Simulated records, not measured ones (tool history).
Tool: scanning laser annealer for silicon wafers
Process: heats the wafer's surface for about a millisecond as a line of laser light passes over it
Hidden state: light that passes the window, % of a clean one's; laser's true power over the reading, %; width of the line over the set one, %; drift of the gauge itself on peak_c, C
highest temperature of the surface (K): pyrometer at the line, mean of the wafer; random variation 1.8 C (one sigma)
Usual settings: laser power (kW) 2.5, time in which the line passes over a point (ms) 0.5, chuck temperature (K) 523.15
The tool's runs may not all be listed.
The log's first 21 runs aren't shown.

run   hour  laser power (kW)  time in which the line passes over a point (ms)  chuck temperature (K)  hours of work since the window was cleaned  hours of work since the power meter was calibrated  hours of work since the optics were aligned  highest temperature of the surface (K)
 22  442.9             2.272                                            0.409                 517.15                                          65                                                 498                                          663                                 1100.15
 23  465.2             2.272                                            0.409                 517.15                                          80                                                 513                                          678                                 1096.15
 24  482.1             2.147                                            0.371                 556.15                                          91                                                 524                                          689                                 1078.15
 25  494.6              2.56                                            0.378                 524.15                                         100                                                 533                                          698                                 1141.15
 26  512.3              2.56                                            0.378                 524.15                                         112                                                 545                                          710                                 1142.15
 27  530.7             2.196                                            0.565                 523.15                                         124                                                 558                                          722                                 1197.15
 28  550.1             2.196                                            0.565                 523.15                                         138                                                 571                                          735                                 1195.15
 29  576.3             2.196                                            0.491                 541.15                                         155                                                 589                                          753                                 1157.15
 30  588.6             2.196                                            0.491                 555.15                                         164                                                 597                                          762                                 1176.15

Forecast each of these 3 alternatives for the next run:
     600.4  -- optics aligned, line set to its width
  A   618             2.153                                            0.388                 555.15                                         180                                                 614                                           12                                       ?
     600.4  -- optics aligned, line set to its width
  B   618               2.5                                              0.5                 484.15                                         180                                                 614                                           12                                       ?
     600.4  -- optics aligned, line set to its width
  C   618             2.438                                            0.549                 504.15                                         180                                                 614                                           12                                       ?

run  highest temperature of the surface (K)
  A                                 1088.15
  B                                 1195.15
  C                                 1238.15
Without the tool's hidden state the same runs would have given:
run  highest temperature of the surface (K)
  A                                 1102.15
  B                                 1214.15
  C                                 1258.15
